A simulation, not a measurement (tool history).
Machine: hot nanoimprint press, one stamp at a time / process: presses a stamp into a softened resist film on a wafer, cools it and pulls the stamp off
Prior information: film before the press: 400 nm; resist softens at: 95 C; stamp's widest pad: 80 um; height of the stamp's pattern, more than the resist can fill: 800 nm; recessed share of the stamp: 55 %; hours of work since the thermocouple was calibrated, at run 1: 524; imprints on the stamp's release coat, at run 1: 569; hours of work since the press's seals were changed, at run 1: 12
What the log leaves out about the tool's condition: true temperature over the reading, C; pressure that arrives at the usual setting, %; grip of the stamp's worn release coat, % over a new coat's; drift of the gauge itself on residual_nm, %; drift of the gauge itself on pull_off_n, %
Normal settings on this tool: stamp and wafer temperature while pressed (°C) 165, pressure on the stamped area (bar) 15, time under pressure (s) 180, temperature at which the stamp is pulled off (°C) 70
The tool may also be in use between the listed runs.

run	hour	stamp and wafer temperature while pressed (°C)	pressure on the stamped area (bar)	time under pressure (s)	temperature at which the stamp is pulled off (°C)	hours of work since the thermocouple was calibrated	imprints on the stamp's release coat	hours of work since the press's seals were changed	resist left under the stamp's widest pad (nm)	greatest force while the stamp is pulled off (N)
1	0	165	15	180	70	524	569	12	201.9	126
2	6.6	165	15	180	70	527	590	15	201.6	127
# hour 11.2: plate thermocouple calibrated
3	15.5	165	15	180	68	2	607	18	203.9	135
4	24.7	165	15	180	68	6	635	22	203.4	133
5	30.6	165	15	180	68	9	653	25	202.5	135
6	39.4	165	15	180	70	13	680	29	203.1	124
7	48.8	165	15	179	70	17	708	33	203.4	124
8	56.2	165	15	179	70	20	731	36	205.1	127
9	63.9	165	15	179	70	23	754	39	203.8	127
10	70.6	165	15	179	70	26	774	42	203.3	128
11	80.2	165	15	179	70	31	803	47	202.6	128
12	86.4	165	15	179	70	33	822	49	204	125
13	95.1	165	15	179	70	37	849	53	202.6	127
14	105.1	165	15	179	70	42	879	58	202.9	126
15	113.3	165	15	180	70	45	904	61	201.1	127
16	120.5	165	15	180	70	49	925	65	201.2	127
17	125.3	159	10.1	163	59	51	940	67	306.2	163
18	134.7	160	15	357	70	55	969	71	205.5	127
19	141.8	160	15	207	70	58	990	74	244.2	129
20	152.5	160	15	207	70	63	1023	79	244.4	127
21	158.8	165	16.7	112	55	66	1042	82	226.8	180
22	164.4	165	16.7	112	55	68	1059	84	225.5	182
23	170.1	165	16.7	112	55	71	1076	87	226	178
24	179.4	160	23.6	180	57	75	1104	91	210.5	171
25	187.2	165	15	207	60	78	1128	94	193.2	162
26	197	165	15	210	61	83	1158	99	192.4	160
27	204.4	165	15	198	61	86	1180	102	197.8	158
28	213.8	165	9.8	198	66	90	1208	106	237.3	140
29	220.2	173	15	180	70	93	1228	109	138	126
30	228.7	163	12	148	69	97	1254	113	258.6	129
31	237.2	171	15	180	75	100	1279	116	152.6	110

What differs in the tool's unlogged condition from the final listed run ahead of each entry between runs to the first listed run following it?
After run 2, before run 3: plate thermocouple calibrated (hour 11.2)
  true temperature over the reading, C: 0.04 -> -0.01

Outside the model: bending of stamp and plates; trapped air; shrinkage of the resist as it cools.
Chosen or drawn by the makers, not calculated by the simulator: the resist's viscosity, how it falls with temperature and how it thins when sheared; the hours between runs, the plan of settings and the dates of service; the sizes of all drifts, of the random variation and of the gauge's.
